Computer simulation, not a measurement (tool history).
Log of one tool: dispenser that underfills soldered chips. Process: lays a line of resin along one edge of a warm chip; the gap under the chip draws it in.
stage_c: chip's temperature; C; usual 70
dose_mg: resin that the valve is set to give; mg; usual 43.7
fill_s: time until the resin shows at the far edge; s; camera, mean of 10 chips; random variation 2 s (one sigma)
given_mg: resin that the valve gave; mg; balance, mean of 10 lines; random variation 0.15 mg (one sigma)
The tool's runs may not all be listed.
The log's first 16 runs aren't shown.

| run | hour | stage_c | dose_mg | fill_s | given_mg |
|---|---|---|---|---|---|
|  | 117.1 | new syringe of resin |
| 17 | 124.4 | 55 | 44 | 559.9 | 43 |
|  | 128.6 | new syringe of resin |
| 18 | 131.5 | 65 | 43.7 | 284.7 | 42.72 |
|  | 139.9 | new syringe of resin |
| 19 | 140.9 | 71 | 46.2 | 193.7 | 44.54 |
| 20 | 144.9 | 73 | 40.7 | 245.5 | 39.47 |
| 21 | 150.3 | 73 | 40.7 | 348.5 | 39.31 |
|  | 151.5 | new syringe of resin |
| 22 | 155.6 | 67 | 39.8 | 287 | 38.4 |
|  | 163.2 | new syringe of resin |
| 23 | 164.8 | 80 | 46.6 | 142.2 | 44.67 |
|  | 174.3 | new syringe of resin |
| 24 | 174.4 | 80 | 46.6 | 126.1 | 44.76 |
| 25 | 181 | 80 | 46.6 | 202.4 | 44.57 |
|  | 186.2 | new syringe of resin |
| 26 | 186.6 | 64 | 46 | 251.3 | 44 |
| 27 | 194.5 | 56 | 43.7 | 594.8 | 41.85 |
|  | 197.5 | new syringe of resin |
| 28 | 202.3 | 56 | 54.2 | 446.6 | 51.52 |
| 29 | 206.5 | 78 | 52.3 | 251.6 | 49.34 |
|  | 208.8 | new syringe of resin |
| 30 | 211.7 | 75 | 47.4 | 194.5 | 44.83 |
|  | 220.3 | new syringe of resin |
| 31 | 220.4 | 73 | 37.6 | 174.7 | 35.47 |
| 32 | 229 | 73 | 37.6 | 311.6 | 35.12 |
|  | 232.1 | new syringe of resin |
| 33 | 234.4 | 73 | 37.6 | 204.5 | 35.29 |
| 34 | 241.4 | 80 | 49 | 245.6 | 45.65 |

Forecast each of these 4 alternatives for the next run:
|  | 243.7 | new syringe of resin |
| A | 249.2 | 65 | 49 | ? | ? |
|  | 243.7 | new syringe of resin |
| B | 249.2 | 73 | 49 | ? | ? |
|  | 243.7 | new syringe of resin |
| C | 249.2 | 70 | 49 | ? | ? |
|  | 243.7 | new syringe of resin |
| D | 249.2 | 66 | 37.6 | ? | ? |

| run | fill_s | given_mg |
|---|---|---|
| A | 333.6 | 45.63 |
| B | 243.1 | 45.73 |
| C | 274.2 | 45.9 |
| D | 334 | 35.18 |
Without the tool's hidden state the same runs would have given:
| run | fill_s | given_mg |
|---|---|---|
| A | 237.5 | 48.96 |
| B | 172.7 | 49.07 |
| C | 194.9 | 49.25 |
| D | 234.8 | 37.75 |
